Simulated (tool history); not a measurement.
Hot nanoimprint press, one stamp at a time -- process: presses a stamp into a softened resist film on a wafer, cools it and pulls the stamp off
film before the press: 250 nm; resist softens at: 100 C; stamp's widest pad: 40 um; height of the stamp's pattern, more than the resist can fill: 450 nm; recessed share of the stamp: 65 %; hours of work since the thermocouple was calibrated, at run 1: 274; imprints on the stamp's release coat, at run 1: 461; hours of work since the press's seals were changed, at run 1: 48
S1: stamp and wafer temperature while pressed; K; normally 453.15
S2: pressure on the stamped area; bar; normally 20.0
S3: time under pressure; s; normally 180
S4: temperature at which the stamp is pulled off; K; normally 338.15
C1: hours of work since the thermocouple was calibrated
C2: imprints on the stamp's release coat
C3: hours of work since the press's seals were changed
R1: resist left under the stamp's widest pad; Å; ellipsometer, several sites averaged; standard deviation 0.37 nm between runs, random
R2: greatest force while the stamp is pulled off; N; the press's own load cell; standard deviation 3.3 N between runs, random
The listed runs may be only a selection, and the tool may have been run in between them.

{"run": 1, "hour": 0.0, "S1": 453.15, "S2": 20.0, "S3": 180, "S4": 338.15, "C1": 274, "C2": 461, "C3": 48, "R1": 1067, "R2": 220}
{"run": 2, "hour": 18.0, "S1": 453.15, "S2": 15.4, "S3": 180, "S4": 338.15, "C1": 287, "C2": 527, "C3": 61, "R1": 1231, "R2": 226}
{"run": 3, "hour": 28.0, "S1": 453.15, "S2": 15.4, "S3": 180, "S4": 338.15, "C1": 294, "C2": 564, "C3": 68, "R1": 1234, "R2": 219}
{"run": 4, "hour": 48.2, "S1": 453.15, "S2": 15.4, "S3": 180, "S4": 338.15, "C1": 308, "C2": 639, "C3": 82, "R1": 1243, "R2": 234}
{"run": 5, "hour": 65.8, "S1": 453.15, "S2": 15.4, "S3": 180, "S4": 338.15, "C1": 321, "C2": 704, "C3": 95, "R1": 1243, "R2": 226}
{"run": 6, "hour": 74.7, "S1": 460.15, "S2": 15.4, "S3": 180, "S4": 338.15, "C1": 327, "C2": 736, "C3": 101, "R1": 969, "R2": 237}
{"run": 7, "hour": 90.3, "S1": 460.15, "S2": 15.4, "S3": 180, "S4": 338.15, "C1": 338, "C2": 794, "C3": 112, "R1": 973, "R2": 240}
{"hour": 95.2, "done": "plate thermocouple calibrated"}
{"run": 8, "hour": 108.4, "S1": 453.15, "S2": 20.0, "S3": 180, "S4": 338.15, "C1": 9, "C2": 849, "C3": 123, "R1": 1096, "R2": 239}
{"run": 9, "hour": 120.9, "S1": 453.15, "S2": 19.4, "S3": 180, "S4": 338.15, "C1": 18, "C2": 895, "C3": 132, "R1": 1118, "R2": 248}
{"hour": 138.9, "done": "plate thermocouple calibrated, once more"}
{"run": 10, "hour": 144.0, "S1": 453.15, "S2": 20.0, "S3": 180, "S4": 338.15, "C1": 4, "C2": 969, "C3": 146, "R1": 1033, "R2": 240}
{"run": 11, "hour": 160.2, "S1": 453.15, "S2": 20.0, "S3": 180, "S4": 338.15, "C1": 15, "C2": 1029, "C3": 158, "R1": 1045, "R2": 230}
{"run": 12, "hour": 177.9, "S1": 453.15, "S2": 20.0, "S3": 180, "S4": 338.15, "C1": 28, "C2": 1095, "C3": 170, "R1": 1037, "R2": 237}
{"run": 13, "hour": 196.1, "S1": 453.15, "S2": 20.0, "S3": 180, "S4": 338.15, "C1": 41, "C2": 1162, "C3": 183, "R1": 1045, "R2": 246}
{"run": 14, "hour": 217.0, "S1": 450.15, "S2": 20.0, "S3": 256, "S4": 341.15, "C1": 56, "C2": 1239, "C3": 198, "R1": 1043, "R2": 233}
{"run": 15, "hour": 232.9, "S1": 456.15, "S2": 17.8, "S3": 332, "S4": 338.15, "C1": 67, "C2": 1297, "C3": 210, "R1": 820, "R2": 257}
{"run": 16, "hour": 252.4, "S1": 456.15, "S2": 17.8, "S3": 332, "S4": 338.15, "C1": 81, "C2": 1369, "C3": 223, "R1": 817, "R2": 261}
{"run": 17, "hour": 269.1, "S1": 453.15, "S2": 13.9, "S3": 180, "S4": 329.15, "C1": 93, "C2": 1431, "C3": 235, "R1": 1281, "R2": 319}
{"run": 18, "hour": 278.7, "S1": 453.15, "S2": 13.9, "S3": 180, "S4": 329.15, "C1": 100, "C2": 1466, "C3": 242, "R1": 1285, "R2": 317}
{"run": 19, "hour": 296.8, "S1": 453.15, "S2": 13.9, "S3": 180, "S4": 329.15, "C1": 112, "C2": 1533, "C3": 255, "R1": 1284, "R2": 325}
{"run": 20, "hour": 315.5, "S1": 453.15, "S2": 17.9, "S3": 180, "S4": 338.15, "C1": 126, "C2": 1602, "C3": 268, "R1": 1121, "R2": 268}
{"run": 21, "hour": 326.3, "S1": 453.15, "S2": 14.0, "S3": 107, "S4": 338.15, "C1": 133, "C2": 1642, "C3": 276, "R1": 1507, "R2": 272}
{"run": 22, "hour": 337.4, "S1": 460.15, "S2": 15.7, "S3": 203, "S4": 329.15, "C1": 141, "C2": 1682, "C3": 284, "R1": 907, "R2": 327}
{"run": 23, "hour": 357.8, "S1": 460.15, "S2": 23.9, "S3": 203, "S4": 329.15, "C1": 156, "C2": 1758, "C3": 298, "R1": 704, "R2": 332}
{"hour": 368.6, "done": "stamp cleaned and given a new release coat"}
{"run": 24, "hour": 383.5, "S1": 462.15, "S2": 26.1, "S3": 176, "S4": 345.15, "C1": 170, "C2": 54, "C3": 313, "R1": 658, "R2": 170}
{"run": 25, "hour": 400.6, "S1": 462.15, "S2": 20.0, "S3": 167, "S4": 338.15, "C1": 182, "C2": 118, "C3": 325, "R1": 792, "R2": 211}
{"run": 26, "hour": 410.4, "S1": 455.15, "S2": 21.5, "S3": 277, "S4": 344.15, "C1": 189, "C2": 154, "C3": 332, "R1": 819, "R2": 179}

What if the next run were any one of these 5? Each begins from the tool's condition after run 26:
{"run": "A", "hour": 419.8, "S1": 453.15, "S2": 22.3, "S3": 180, "S4": 338.15, "C1": 196, "C2": 188, "C3": 338, "R1": "?", "R2": "?"}
{"run": "B", "hour": 419.8, "S1": 449.15, "S2": 22.1, "S3": 180, "S4": 338.15, "C1": 196, "C2": 188, "C3": 338, "R1": "?", "R2": "?"}
{"run": "C", "hour": 419.8, "S1": 447.15, "S2": 21.5, "S3": 294, "S4": 333.15, "C1": 196, "C2": 188, "C3": 338, "R1": "?", "R2": "?"}
{"run": "D", "hour": 419.8, "S1": 455.15, "S2": 13.4, "S3": 277, "S4": 344.15, "C1": 196, "C2": 188, "C3": 338, "R1": "?", "R2": "?"}
{"run": "E", "hour": 419.8, "S1": 455.15, "S2": 12.6, "S3": 337, "S4": 324.15, "C1": 196, "C2": 188, "C3": 338, "R1": "?", "R2": "?"}

run=A R1=1002 R2=218
run=B R1=1180 R2=206
run=C R1=1104 R2=234
run=D R1=1084 R2=178
run=E R1=1052 R2=272
Without the tool's hidden state the same runs would have given:
run=A R1=964 R2=206
run=B R1=1135 R2=195
run=C R1=1061 R2=221
run=D R1=1047 R2=167
run=E R1=1017 R2=258
